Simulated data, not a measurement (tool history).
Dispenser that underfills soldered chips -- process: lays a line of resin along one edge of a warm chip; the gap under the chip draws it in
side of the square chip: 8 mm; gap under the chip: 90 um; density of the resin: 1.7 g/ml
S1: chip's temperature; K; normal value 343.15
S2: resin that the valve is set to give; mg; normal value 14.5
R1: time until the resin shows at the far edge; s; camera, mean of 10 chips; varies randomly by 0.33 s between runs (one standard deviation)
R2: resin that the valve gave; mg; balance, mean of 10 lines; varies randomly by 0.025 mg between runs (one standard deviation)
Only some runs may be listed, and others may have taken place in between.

run,hour,S1,S2,R1,R2
1,0,343.15,14.5,15.1,14.3
2,2.6,343.15,17.3,16.9,17.07
3,6.2,343.15,17.3,20.1,17.06
4,8.3,346.15,14.5,20.5,14.28
# hour 9.2: new syringe of resin
5,12.6,346.15,14.5,14.6,14.24
6,15.6,346.15,14.5,17,14.27
7,18.4,343.15,14.5,23.3,14.21
# hour 20.2: new syringe of resin
8,22.2,343.15,14.5,16,14.2
9,26.6,343.15,14.5,19.7,14.2
# hour 31.1: new syringe of resin
10,31.6,343.15,14.5,14.7,14.11
11,36.1,342.15,14.5,19.5,14.11
12,40.3,342.15,16.3,24.1,15.79
# hour 41.9: new syringe of resin
# hour 43.2: dispensing valve cleaned and set on the balance
13,44.1,343.15,15.2,14.7,15.18
14,48.1,343.15,15.2,18.1,15.17
15,52,343.15,15.2,22.8,15.15
# hour 53.7: new syringe of resin
16,55.6,343.15,15.2,15.8,15.14
17,59.2,343.15,15.2,18.1,15.11
18,61.7,343.15,14.5,21.2,14.37
# hour 64.5: new syringe of resin
19,66.3,357.15,14.5,7,14.32
20,69.4,330.15,13.1,37.8,12.92
21,73.7,357.15,15.9,10.8,15.66
# hour 75.1: new syringe of resin
22,76.9,328.15,16.3,33.7,16.06
23,80.4,328.15,16.3,40.2,16.04
24,84.8,342.15,14.4,24.2,14.13
# hour 86: new syringe of resin
25,90,335.15,13.4,26.6,13.14
26,92.7,342.15,12.6,21.4,12.36
# hour 96.6: new syringe of resin
27,97,342.15,12.6,15.3,12.24
28,99.2,329.15,14.2,34.2,13.82
29,101.8,339.15,17.8,21.9,17.29
30,105.2,356.15,18.5,10.9,17.96
# hour 107.4: new syringe of resin
31,109,356.15,18.5,8,17.97
32,113,351.15,14.5,12.2,14.02
33,115.3,351.15,14.5,14.2,14.03
# hour 118: new syringe of resin
34,118.4,351.15,14.5,9.8,14.03
# hour 119.7: dispensing valve cleaned and set on the balance
35,122,350.15,12.5,11.4,12.48
36,126.9,350.15,12.5,14.7,12.49

Forecast each of these 4 alternatives for the next run:
# hour 129.8: new syringe of resin
A,131.6,338.15,14.5,?,?
# hour 129.8: new syringe of resin
B,131.6,335.15,12.5,?,?
# hour 129.8: new syringe of resin
C,131.6,350.15,17.5,?,?
# hour 129.8: new syringe of resin
D,131.6,330.15,12.7,?,?

run,R1,R2
A,19.5,14.47
B,23.9,12.41
C,10.2,17.47
D,31.4,12.63
Without the tool's hidden state the same runs would have given:
run,R1,R2
A,19.6,14.53
B,24,12.46
C,10.1,17.54
D,31.6,12.68
